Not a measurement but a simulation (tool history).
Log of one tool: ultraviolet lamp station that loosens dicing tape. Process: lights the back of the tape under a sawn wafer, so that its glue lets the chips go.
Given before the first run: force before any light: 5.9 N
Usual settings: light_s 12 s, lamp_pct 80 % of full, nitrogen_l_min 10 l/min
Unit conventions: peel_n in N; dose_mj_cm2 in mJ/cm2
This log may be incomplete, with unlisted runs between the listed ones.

run	day	light_s	lamp_pct	nitrogen_l_min	peel_n	dose_mj_cm2
1	0	12	80	10	0.809	383
2	2.746	12	80	10	0.819	373
3	6.271	12	80	10	0.835	365
4	10.05	12	80	10	0.865	362
5	13.433	12	80	10	0.891	351
6	15.996	12	80	6	1.205	348
7	17.683	12	62	6	1.638	267
8	20.204	12	62	6	1.731	265
9	23.429	12	84	10	0.91	345
10	25.262	12	84	10	0.921	348
11	27.417	12	84	10	0.979	338
12	29.65	12	80	10	1.037	317
# day 31.062: lamp changed
13	33.217	12	80	10	0.621	441
14	34.992	12	80	10	0.607	432
# day 35.688: window cleaned of glue's vapour
15	37.742	12	80	10	0.497	494
16	41.421	12	80	10	0.511	487
17	43.621	12	80	7	0.654	476
18	45.738	13	80	10	0.472	518
19	47.692	9	80	10	0.898	350
20	50.767	9	80	10	0.957	350
21	53.408	9	80	10	0.956	340
22	55.567	24	80	18	0.195	909
23	59.271	12	80	11	0.585	446
24	60.867	18	80	10	0.311	658
25	63.938	18	80	10	0.314	643
26	65.708	9	87	11	0.886	347
27	67.425	11	74	4	1.439	354
28	70.325	17	74	4	0.745	542
29	73.233	8	62	17	1.542	210
30	76.946	8	62	17	1.552	202
31	79.95	8	62	17	1.587	202
# day 81.592: window cleaned of glue's vapour
32	82.042	8	62	17	1.372	231
33	84.579	16	95	19	0.225	683
34	87.642	16	95	19	0.245	680
35	90.004	16	95	19	0.232	675
36	91.742	16	95	19	0.223	670
37	94.767	16	92	6	0.419	634
38	98.367	7	93	6	1.693	270
39	101.042	6	93	6	2.046	233
40	103.512	6	93	6	2.046	221
41	105.196	6	93	6	2.059	224
42	107.429	6	80	17	1.679	190

4 ways to go on from here, each from the tool as it stands after run 42. What would each give?
A	111.058	21	80	14	?	?
B	111.058	9	80	10	?	?
C	111.058	8	93	4	?	?
D	111.058	11	65	20	?	?

run	peel_n	dose_mj_cm2
A	0.249	655
B	1.283	282
C	1.768	295
D	0.935	279
The same runs, with their run-to-run variation unchanged, on a tool lacking any hidden condition would have given:
run	peel_n	dose_mj_cm2
A	0.188	882
B	0.8	380
C	1.206	398
D	0.557	377
